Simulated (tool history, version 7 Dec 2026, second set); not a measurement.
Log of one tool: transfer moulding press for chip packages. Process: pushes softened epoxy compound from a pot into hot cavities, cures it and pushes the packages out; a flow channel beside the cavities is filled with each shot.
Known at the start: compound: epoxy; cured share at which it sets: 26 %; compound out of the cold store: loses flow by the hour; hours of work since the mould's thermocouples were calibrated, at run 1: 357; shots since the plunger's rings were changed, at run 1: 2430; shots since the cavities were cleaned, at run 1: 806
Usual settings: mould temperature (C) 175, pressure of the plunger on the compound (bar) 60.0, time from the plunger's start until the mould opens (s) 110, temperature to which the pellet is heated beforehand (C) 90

run,hour,mould temperature (C),pressure of the plunger on the compound (bar),time from the plunger's start until the mould opens (s),temperature to which the pellet is heated beforehand (C),hours of work since the mould's thermocouples were calibrated,shots since the plunger's rings were changed,shots since the cavities were cleaned,incoming compound's hours out of the cold store,length that the compound runs in the flow channel (mm),greatest force on the pins that push the packages out (N)
1,0.0,175,60.0,110,90,357,2430,806,45.6,580,695
# hour 10.9: cavities cleaned with cleaning compound and waxed
2,21.7,175,60.0,110,90,373,2709,150,10.8,743,509
3,61.8,175,60.0,110,90,404,3263,704,32.9,627,672
# hour 82.1: cavities cleaned with cleaning compound and waxed
4,95.0,175,60.0,110,90,429,3703,179,27.3,652,492
# hour 108.5: plunger's sealing rings changed
# hour 122.3: mould's thermocouples calibrated
5,135.8,175,65.4,110,90,10,350,680,33.5,697,672
# hour 155.3: cavities cleaned with cleaning compound and waxed
6,167.0,175,60.0,110,97,34,762,162,22.6,703,526
7,200.5,175,60.0,110,90,59,1224,624,11.0,764,670
# hour 226.8: cavities cleaned with cleaning compound and waxed
8,230.3,170,47.9,131,97,81,1616,48,37.5,581,446
9,250.8,175,69.5,138,90,97,1900,332,19.1,764,495
10,286.2,175,68.0,110,90,125,2390,822,10.8,791,696
# hour 295.9: cavities cleaned with cleaning compound and waxed
11,310.3,175,47.0,104,90,142,2703,199,46.3,515,540

The next listed run, before its measurement:
12,346.6,175,47.0,104,90,170,3204,700,35.1,?,?

length that the compound runs in the flow channel (mm): 554
greatest force on the pins that push the packages out (N): 700
Without the tool's hidden state the same run would have given length that the compound runs in the flow channel (mm) 592, greatest force on the pins that push the packages out (N) 447.
